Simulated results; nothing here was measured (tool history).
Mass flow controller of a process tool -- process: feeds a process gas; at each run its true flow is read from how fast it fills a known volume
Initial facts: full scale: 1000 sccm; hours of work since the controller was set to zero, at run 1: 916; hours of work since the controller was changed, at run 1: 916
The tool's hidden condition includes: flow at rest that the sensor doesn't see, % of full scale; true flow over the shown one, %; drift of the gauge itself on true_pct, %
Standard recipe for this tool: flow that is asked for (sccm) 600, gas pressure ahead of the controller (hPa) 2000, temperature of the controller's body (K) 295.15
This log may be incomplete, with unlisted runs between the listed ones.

run	hour	flow that is asked for (sccm)	gas pressure ahead of the controller (hPa)	temperature of the controller's body (K)	hours of work since the controller was set to zero	hours of work since the controller was changed	true flow (%)
1	0	600	2000	295.15	916	916	97.67
2	86.6	600	1980	295.15	948	948	97.77
3	197.1	600	2000	307.15	989	989	98.47
4	284.2	600	2000	295.15	1021	1021	97.78
5	375.7	600	2640	295.15	1054	1054	97.28
6	455.4	600	2640	295.15	1084	1084	97.24
7	572.5	600	2640	295.15	1127	1127	97.24
8	634.5	380	2000	295.15	1149	1149	96.72
9	721.4	600	2000	295.15	1181	1181	97.54
10	781.2	600	2000	295.15	1203	1203	97.6
11	838.2	600	2000	295.15	1224	1224	97.69
12	904	600	2650	299.15	1248	1248	97.57
13	1019.8	122	1620	303.15	1291	1291	95.27
14	1107.4	140	2610	295.15	1323	1323	94.36
15	1213.2	140	2610	295.15	1362	1362	94.24
16	1304.5	140	2610	295.15	1396	1396	94.27
17	1354.6	154	2610	306.15	1414	1414	95.1
18	1424.6	655	1900	295.15	1440	1440	97.77
19	1523.6	600	2610	307.15	1476	1476	98.01
20	1609.8	600	2610	307.15	1508	1508	97.96

Forecast run 21:
21	1699.6	600	1650	297.15	1541	1541	?

{"run 21": {"true flow (%)": 97.68}}
The same run, on a tool lacking any hidden state, would have yielded true flow (%) 98.82.
